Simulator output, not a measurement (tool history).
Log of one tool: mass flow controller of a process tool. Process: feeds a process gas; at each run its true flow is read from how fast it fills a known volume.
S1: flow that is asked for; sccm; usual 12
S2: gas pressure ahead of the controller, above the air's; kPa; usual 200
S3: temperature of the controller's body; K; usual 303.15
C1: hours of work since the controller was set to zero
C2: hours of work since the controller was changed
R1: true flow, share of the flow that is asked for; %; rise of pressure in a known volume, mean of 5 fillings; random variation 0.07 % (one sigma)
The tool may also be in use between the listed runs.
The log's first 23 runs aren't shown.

run    hour  S1   S2      S3    C1    C2      R1
     1716.2  -- gauge calibrated
 24  1745.6  12  190  299.15  2597  2597   98.66
 25  1797.2  12  190  299.15  2632  2632    98.6
 26  1843.1  17  190  295.15  2663  2663   99.88
 27  1927.5  17  190  295.15  2720  2720  100.07
 28  1980.2  12  256  297.15  2755  2755   99.45
 29  2053.2   2  183  307.15  2805  2805   96.86
 30  2131.9   8  183  294.15  2858  2858   98.64
 31  2210.9  15  222  299.15  2911  2911   99.79
 32  2280.4   7  261  312.15  2958  2958   97.94
 33  2356.2  18  200  299.15  3009  3009  100.43

3 ways to go on from here, each from the tool as it stands after run 33. What would each give?
  A  2404.6  14  154  311.15  3041  3041   ?
  B  2404.6   3  173  293.15  3041  3041   ?
  C  2404.6  12  244  303.15  3041  3041   ?

run     R1
  A   98.8
  B  98.24
  C  99.33
Without the tool's hidden state the same runs would have given:
run     R1
  A  97.96
  B  97.39
  C  98.49
